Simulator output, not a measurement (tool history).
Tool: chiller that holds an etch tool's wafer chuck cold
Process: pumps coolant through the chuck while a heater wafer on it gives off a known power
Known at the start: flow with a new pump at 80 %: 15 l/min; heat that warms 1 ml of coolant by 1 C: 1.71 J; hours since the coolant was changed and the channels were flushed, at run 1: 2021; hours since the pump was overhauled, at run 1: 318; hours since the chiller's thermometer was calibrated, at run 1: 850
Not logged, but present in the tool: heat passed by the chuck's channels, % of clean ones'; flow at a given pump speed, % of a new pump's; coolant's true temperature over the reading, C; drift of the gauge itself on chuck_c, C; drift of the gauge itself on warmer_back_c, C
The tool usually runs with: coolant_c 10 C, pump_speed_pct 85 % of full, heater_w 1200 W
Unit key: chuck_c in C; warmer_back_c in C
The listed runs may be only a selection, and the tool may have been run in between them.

run   hour  coolant_c  pump_speed_pct  heater_w  hours since the coolant was changed and the channels were flushed  hours since the pump was overhauled  hours since the chiller's thermometer was calibrated  chuck_c  warmer_back_c
  1      0         10              85      1200                                                               2021                                  318                                                   850     18.6            2.7
  2   38.4         10              85      1200                                                               2059                                  356                                                   888       19           2.68
  3   79.3         10              85      1200                                                               2100                                  397                                                   929     18.8           2.64
  4   98.5         10              85      1200                                                               2119                                  416                                                   948     18.9           2.67
  5  124.8         10              93      1200                                                               2146                                  443                                                   975     18.1           2.37
  6    149         10              85      1200                                                               2170                                  467                                                   999     18.9           2.69
  7  178.2         10              85      1200                                                               2199                                  496                                                  1028       19           2.63
  8  199.6         10              85      1200                                                               2220                                  518                                                  1050     19.1            2.7
  9  230.4         10              85      1200                                                               2251                                  548                                                  1080       19            2.7
 10  254.8         10              85      1200                                                               2276                                  573                                                  1105     19.2           2.63
 11  295.8         10              85      1200                                                               2317                                  614                                                  1146     19.1           2.69
 12  319.4         10              85      1200                                                               2340                                  637                                                  1169     19.1           2.71
 13  358.3         10              85      1200                                                               2379                                  676                                                  1208     19.1           2.67
 14  380.6         10              85      1200                                                               2401                                  699                                                  1231     19.2           2.66
 15  409.9         10              85      1200                                                               2431                                  728                                                  1260       19           2.75
 16  439.7         10              85      1200                                                               2461                                  758                                                  1290     19.2           2.71
 17  470.8          2              64      1200                                                               2492                                  789                                                  1321     14.4           3.69
 18    499         17              65      1785                                                               2520                                  817                                                  1349     34.6           5.42
 19  542.1         16              85       930                                                               2563                                  860                                                  1392     23.4           2.04
 20  581.1         16              85       930                                                               2602                                  899                                                  1431     23.1           2.06
 21  617.9          3              89      1036                                                               2639                                  936                                                  1468     10.8            2.2
 22  654.9         12              82      1036                                                               2676                                  973                                                  1505     20.3           2.38
 23  687.5         12              82      1036                                                               2708                                 1005                                                  1537     20.5           2.46
 24  721.6          9              64      1003                                                               2742                                 1040                                                  1572     19.5           3.14
 25    765         10              91      1539                                                               2786                                 1083                                                  1615     21.3           3.23
 26  801.7         10              71      1200                                                               2823                                 1120                                                  1652     21.4            3.3
 27  838.8         10              96      1200                                                               2860                                 1157                                                  1689     18.5           2.35
 28  866.3         10              84      1234                                                               2887                                 1184                                                  1716     20.1           2.81
 29  888.8         19              84       627                                                               2910                                 1207                                                  1739     24.2           1.46
 30  923.8         17              91       627                                                               2945                                 1242                                                  1774     21.8           1.31
 31  950.2         10              98       816                                                               2971                                 1268                                                  1800     15.9           1.58

Alternative continuations, all from the tool just after run 31; predict every row:
  A  975.2         10              95       816                                                               2996                                 1293                                                  1825        ?              ?
  B  975.2         10              63       789                                                               2996                                 1293                                                  1825        ?              ?
  C  975.2         10              85       737                                                               2996                                 1293                                                  1825        ?              ?
  D  975.2         11              98       973                                                               2996                                 1293                                                  1825        ?              ?

run  chuck_c  warmer_back_c
  A     16.2           1.63
  B     18.7            2.5
  C     16.1           1.63
  D       18           1.85
Take away the tool's hidden state, keep each run's random variation, and the runs would have read:
run  chuck_c  warmer_back_c
  A     14.8           1.58
  B     16.8           2.42
  C     14.7           1.58
  D     16.4           1.79
